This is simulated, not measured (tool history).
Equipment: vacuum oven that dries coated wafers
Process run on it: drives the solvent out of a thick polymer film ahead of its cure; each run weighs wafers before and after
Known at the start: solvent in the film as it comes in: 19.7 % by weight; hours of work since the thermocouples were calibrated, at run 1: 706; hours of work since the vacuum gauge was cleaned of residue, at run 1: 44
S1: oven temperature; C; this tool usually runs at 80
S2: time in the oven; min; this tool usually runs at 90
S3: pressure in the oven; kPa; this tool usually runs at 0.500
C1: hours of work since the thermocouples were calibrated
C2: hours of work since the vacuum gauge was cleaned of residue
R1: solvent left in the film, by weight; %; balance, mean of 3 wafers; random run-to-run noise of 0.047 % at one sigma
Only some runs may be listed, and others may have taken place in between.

| run | hour | S1 | S2 | S3 | C1 | C2 | R1 |
|---|---|---|---|---|---|---|---|
| 1 | 0.0 | 80 | 90 | 0.500 | 706 | 44 | 1.48 |
| 2 | 6.4 | 80 | 90 | 0.500 | 711 | 49 | 1.41 |
| 3 | 11.4 | 80 | 90 | 0.663 | 715 | 53 | 1.57 |
| 4 | 22.3 | 80 | 90 | 0.663 | 723 | 61 | 1.61 |
| 5 | 30.5 | 80 | 90 | 0.500 | 730 | 68 | 1.44 |
| 6 | 38.9 | 80 | 90 | 0.500 | 736 | 74 | 1.50 |
| 7 | 48.6 | 80 | 90 | 0.500 | 744 | 82 | 1.52 |
| 8 | 55.6 | 80 | 90 | 0.500 | 749 | 87 | 1.48 |
| 9 | 63.0 | 80 | 90 | 0.500 | 755 | 93 | 1.51 |
| 10 | 74.4 | 80 | 131 | 0.500 | 764 | 102 | 0.70 |
| 11 | 81.1 | 80 | 131 | 0.500 | 769 | 107 | 0.72 |
| 12 | 93.1 | 80 | 124 | 0.500 | 778 | 116 | 0.85 |
| 13 | 102.1 | 80 | 124 | 0.500 | 785 | 123 | 0.81 |
| 14 | 112.1 | 80 | 124 | 0.500 | 793 | 131 | 0.76 |
| 15 | 121.8 | 80 | 103 | 0.500 | 801 | 138 | 1.20 |
| 16 | 133.8 | 80 | 103 | 0.500 | 810 | 148 | 1.09 |
| 17 | 142.9 | 80 | 103 | 0.500 | 817 | 155 | 1.09 |
| 18 | 148.1 | 80 | 103 | 0.500 | 821 | 159 | 1.16 |
| 19 | 154.1 | 80 | 90 | 0.385 | 826 | 164 | 1.36 |
| 20 | 165.3 | 80 | 144 | 1.666 | 835 | 172 | 1.50 |
| 21 | 177.4 | 77 | 104 | 0.360 | 844 | 182 | 1.45 |
| 22 | 184.2 | 77 | 104 | 0.360 | 849 | 187 | 1.54 |
| 23 | 190.9 | 77 | 104 | 0.360 | 854 | 192 | 1.58 |
| 24 | 199.0 | 77 | 104 | 0.360 | 861 | 198 | 1.57 |
| 25 | 210.3 | 82 | 56 | 0.355 | 869 | 207 | 2.77 |
| 26 | 217.1 | 82 | 56 | 0.355 | 875 | 213 | 2.78 |
| 27 | 222.6 | 82 | 56 | 0.355 | 879 | 217 | 2.78 |
| 28 | 231.9 | 78 | 47 | 0.940 | 886 | 224 | 5.18 |
| 29 | 241.8 | 71 | 68 | 0.527 | 894 | 232 | 5.28 |
| 30 | 253.1 | 71 | 68 | 0.527 | 903 | 241 | 5.22 |
| 31 | 259.5 | 71 | 68 | 0.527 | 908 | 245 | 5.21 |
| 32 | 271.1 | 71 | 68 | 0.527 | 917 | 255 | 5.09 |
| 33 | 283.0 | 71 | 68 | 0.527 | 926 | 264 | 5.14 |
| 34 | 294.4 | 77 | 90 | 0.429 | 935 | 273 | 2.08 |
| 35 | 301.8 | 77 | 90 | 0.429 | 941 | 278 | 2.03 |

Here are 3 independent what-if runs from the current tool condition. What would each one return?
| A | 307.1 | 76 | 90 | 0.429 | 945 | 282 | ? |
| B | 307.1 | 77 | 58 | 0.429 | 945 | 282 | ? |
| C | 307.1 | 70 | 90 | 0.791 | 945 | 282 | ? |

| run | R1 |
|---|---|
| A | 2.37 |
| B | 4.19 |
| C | 4.40 |
With no hidden state in the tool, these same runs would have given:
| run | R1 |
|---|---|
| A | 2.09 |
| B | 3.84 |
| C | 4.01 |

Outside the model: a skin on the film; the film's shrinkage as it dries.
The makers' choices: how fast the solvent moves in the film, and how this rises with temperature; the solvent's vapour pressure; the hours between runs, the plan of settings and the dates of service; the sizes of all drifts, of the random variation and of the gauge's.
